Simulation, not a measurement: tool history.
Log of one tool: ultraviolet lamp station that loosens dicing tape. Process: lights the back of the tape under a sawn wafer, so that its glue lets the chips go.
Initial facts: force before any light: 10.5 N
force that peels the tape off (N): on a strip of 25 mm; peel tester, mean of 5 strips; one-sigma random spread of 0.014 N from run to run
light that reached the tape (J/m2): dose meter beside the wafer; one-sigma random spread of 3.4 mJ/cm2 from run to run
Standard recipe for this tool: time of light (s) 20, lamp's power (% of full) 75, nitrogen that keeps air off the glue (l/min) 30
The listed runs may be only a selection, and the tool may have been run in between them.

run     day  time of light (s)  lamp's power (% of full)  nitrogen that keeps air off the glue (l/min)  force that peels the tape off (N)  light that reached the tape (J/m2)
  1   0.000                 20                        75                                            30                              0.843                                5080
  2   0.800                 20                        75                                            30                              0.837                                5060
  3   1.188                 20                        75                                            30                              0.873                                5060
  4   1.742                 20                        76                                            30                              0.835                                5140
  5   2.088                 20                        76                                            30                              0.831                                5020
  6   2.471                 20                        83                                            30                              0.676                                5510
  7   2.925                 20                        83                                            30                              0.693                                5530
  8   3.396                 20                        75                                            35                              0.789                                4940
  9   4.221                 20                        75                                            35                              0.832                                4760
 10   4.692                 20                        75                                            39                              0.792                                4780
 11   5.421                 20                        75                                            39                              0.818                                4720
 12   6.133                 20                        75                                            39                              0.847                                4720
 13   6.646                 20                        75                                            39                              0.804                                4760
 14   7.217                 37                        75                                            30                              0.259                                8620
 15   7.925                 37                        75                                            30                              0.276                                8600
 16   8.350                 37                        75                                            30                              0.222                                9530
 17   8.796                 20                        75                                            30                              0.771                                5120
 18   9.142                 20                        75                                            30                              0.768                                5220
 19   9.875                 25                        75                                            11                              1.008                                6510
 20  10.517                 38                        74                                            34                              0.209                                9570
 21  10.933                 29                        80                                            29                              0.320                                7980
 22  11.654                 17                        87                                            17                              1.247                                5060
 23  12.354                 24                        90                                            17                              0.566                                7300
 24  13.096                 24                        90                                            17                              0.587                                7320
 25  13.633                 13                        90                                            59                              0.968                                3970
 26  14.158                 13                        90                                            59                              0.982                                3940
 27  14.854                 20                        96                                            27                              0.522                                6370
 28  15.267                 23                        70                                            52                              0.504                                5380
 29  16.071                 23                        65                                            25                              0.982                                4940
 30  16.796                 27                        76                                            16                              0.703                                6730
 31  17.167                 27                        76                                            16                              0.739                                6740
 32  17.729                 20                        77                                            25                              0.980                                5090
 33  18.246                 20                        77                                            25                              0.895                                5000
 34  18.933                 20                        77                                            25                              0.942                                5010
 35  19.392                 20                        75                                            28                              0.932                                4890

Between the runs listed above, the log contained 2 entries, not reproduced here. Where in the sequence does each belong, and how does what the log doesn't record of the tool's condition differ from the listed run before to the listed run after?
In the gap between runs 8 and 9: window cleaned of glue's vapour (day 3.596)
  lamp's light, % of a new lamp's: 95.4 -> 95.2; light that the window lets through, % of a clean one's: 93.3 -> 89.9
  measured value less the no-hidden-state value, force that peels the tape off (N): +0.185 -> +0.247; light that reached the tape (J/m2): -600 -> -800
In the gap between runs 15 and 16: window cleaned of glue's vapour, once more (day 8.208)
  lamp's light, % of a new lamp's: 94.1 -> 94; light that the window lets through, % of a clean one's: 88.7 -> 99.7
  measured value less the no-hidden-state value, force that peels the tape off (N): +0.062 -> +0.017; light that reached the tape (J/m2): -1710 -> -630

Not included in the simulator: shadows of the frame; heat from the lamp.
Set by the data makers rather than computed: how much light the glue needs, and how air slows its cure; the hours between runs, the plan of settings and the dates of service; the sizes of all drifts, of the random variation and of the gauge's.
